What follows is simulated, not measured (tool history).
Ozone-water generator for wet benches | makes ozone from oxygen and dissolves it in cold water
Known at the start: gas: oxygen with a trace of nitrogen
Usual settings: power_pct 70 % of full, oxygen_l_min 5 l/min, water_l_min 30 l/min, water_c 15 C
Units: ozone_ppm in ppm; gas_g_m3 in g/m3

run    hour  power_pct  oxygen_l_min  water_l_min  water_c  ozone_ppm  gas_g_m3
  1       0         70             5           30       15       11.5     179.7
  2    39.4         70             5           30       15       11.6     181.2
  3    66.2         70             5           30       15       11.5     180.6
  4   106.4         70             5           30       15       11.5     180.4
  5   143.3         70             5           34       15        9.9     179.7
  6   180.7         70             5           34       15        9.8     178.4
  7   220.7         70          3.01           30       15       10.7       252
  8   275.8         70             5           30       15       11.3     181.5
  9   310.1         57             5           30       15        9.7     152.4
 10   347.2         70             5           26       15       13.3     177.2
 11   388.4         70          4.69           30       15       11.3     185.5
 12   423.2         70          4.69           30       15       11.3     185.7
 13   479.6         70          3.53           30       15         11     223.1
 14   535.4         70          3.53           30       15       11.1     222.9
 15   571.6         70          2.96           33       15        9.4     249.9
 16     622         70          2.96           33       15        9.6       249
 17   663.6         98             5           30       20       13.5     225.6
 18   715.5         70             5           45        8        7.2     176.2
 19   750.2         70             5           45        8        7.3     177.3
 20   807.8         70             5           45        8        7.1       175
 21   861.4         43          7.17           45        8        5.2      95.9
 22   913.5         43          7.17           45        8        5.3      96.1
 23     965         43          7.17           45        8        5.2      95.2
 24  1005.3         70          7.07           28       15       11.5     137.9
 25  1061.9         58          7.56           30       15        9.3     116.7
 26  1106.4         99           4.3           30       15       14.2     244.4
 27  1153.6         46          4.34           30       22        7.4     139.8
 28  1182.6         46          5.62           34       22        6.7     116.6

Forecast each of these 3 alternatives for the next run:
  A  1219.5         43             5           30        8          ?         ?
  B  1219.5         46          4.48           41       22          ?         ?
  C  1219.5         69          5.62           18       11          ?         ?

run  ozone_ppm  gas_g_m3
  A        8.3     121.1
  B        5.2     136.5
  C       18.5     157.9
Without the tool's hidden state the same runs would have given:
run  ozone_ppm  gas_g_m3
  A        8.9     124.7
  B        5.6     140.9
  C       20.1     165.1

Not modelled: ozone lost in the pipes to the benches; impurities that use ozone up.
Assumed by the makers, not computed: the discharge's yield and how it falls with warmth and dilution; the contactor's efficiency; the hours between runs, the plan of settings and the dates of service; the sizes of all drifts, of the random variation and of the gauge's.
